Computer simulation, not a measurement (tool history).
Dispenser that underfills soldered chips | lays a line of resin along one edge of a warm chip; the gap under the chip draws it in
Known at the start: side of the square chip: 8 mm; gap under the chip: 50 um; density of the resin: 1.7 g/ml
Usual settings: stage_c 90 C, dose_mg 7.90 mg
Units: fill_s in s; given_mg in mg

Run 1, day 0.000: usual settings. Result: fill_s 135.8 s, given_mg 7.86 mg.
At day 0.117: new syringe of resin.
Run 2, day 0.479: usual settings. Result: fill_s 132.4 s, given_mg 7.92 mg.
At day 0.650: new syringe of resin.
Run 3, day 0.888: usual settings. Result: fill_s 123.8 s, given_mg 7.83 mg.
At day 1.179: new syringe of resin.
Run 4, day 1.225: usual settings but dose_mg 8.68 mg. Result: fill_s 110.8 s, given_mg 8.47 mg.
Run 5, day 1.571: usual settings but dose_mg 8.68 mg. Result: fill_s 131.5 s, given_mg 8.48 mg.
At day 1.696: new syringe of resin.
Run 6, day 2.033: usual settings but dose_mg 8.68 mg. Result: fill_s 128.7 s, given_mg 8.41 mg.
At day 2.221: new syringe of resin.
Run 7, day 2.317: usual settings but dose_mg 9.38 mg. Result: fill_s 115.6 s, given_mg 9.19 mg.
At day 2.750: new syringe of resin.
Run 8, day 2.788: usual settings but dose_mg 7.91 mg. Result: fill_s 112.0 s, given_mg 7.63 mg.
Run 9, day 3.242: usual settings but stage_c 80 C, dose_mg 7.97 mg. Result: fill_s 218.6 s, given_mg 7.67 mg.
At day 3.283: new syringe of resin.
At day 3.458: stage's temperature calibrated.
Run 10, day 3.812: usual settings but stage_c 80 C, dose_mg 10.26 mg. Result: fill_s 200.0 s, given_mg 9.84 mg.
At day 3.850: new syringe of resin.
Run 11, day 4.321: usual settings but stage_c 80 C, dose_mg 10.26 mg. Result: fill_s 201.2 s, given_mg 9.91 mg.
At day 4.358: new syringe of resin.
Run 12, day 4.783: usual settings but stage_c 80 C, dose_mg 10.26 mg. Result: fill_s 192.2 s, given_mg 9.85 mg.
At day 4.888: new syringe of resin.
Run 13, day 5.254: usual settings but stage_c 98 C, dose_mg 8.39 mg. Result: fill_s 91.4 s, given_mg 8.03 mg.
At day 5.438: new syringe of resin.
At day 5.529: dispensing valve cleaned and set on the balance.
Run 14, day 5.575: usual settings but stage_c 101 C, dose_mg 8.93 mg. Result: fill_s 68.7 s, given_mg 8.94 mg.
Run 15, day 5.850: usual settings but stage_c 82 C, dose_mg 7.93 mg. Result: fill_s 176.1 s, given_mg 7.95 mg.

Forecast each of these 4 alternatives for the next run:
At day 6.025: new syringe of resin.
Run A, day 6.112: usual settings but stage_c 81 C, dose_mg 8.16 mg. Result: fill_s ?, given_mg ?.
At day 6.025: new syringe of resin.
Run B, day 6.112: usual settings but stage_c 88 C. Result: fill_s ?, given_mg ?.
At day 6.025: new syringe of resin.
Run C, day 6.112: usual settings but stage_c 93 C, dose_mg 7.19 mg. Result: fill_s ?, given_mg ?.
At day 6.025: new syringe of resin.
Run D, day 6.112: usual settings but stage_c 101 C, dose_mg 9.81 mg. Result: fill_s ?, given_mg ?.

run  fill_s  given_mg
  A   157.1      8.18
  B   119.7      7.85
  C    97.0      7.14
  D    66.6      9.79
Without the tool's hidden state the same runs would have given:
run  fill_s  given_mg
  A   147.6      8.20
  B   112.4      7.87
  C    91.1      7.16
  D    62.7      9.82
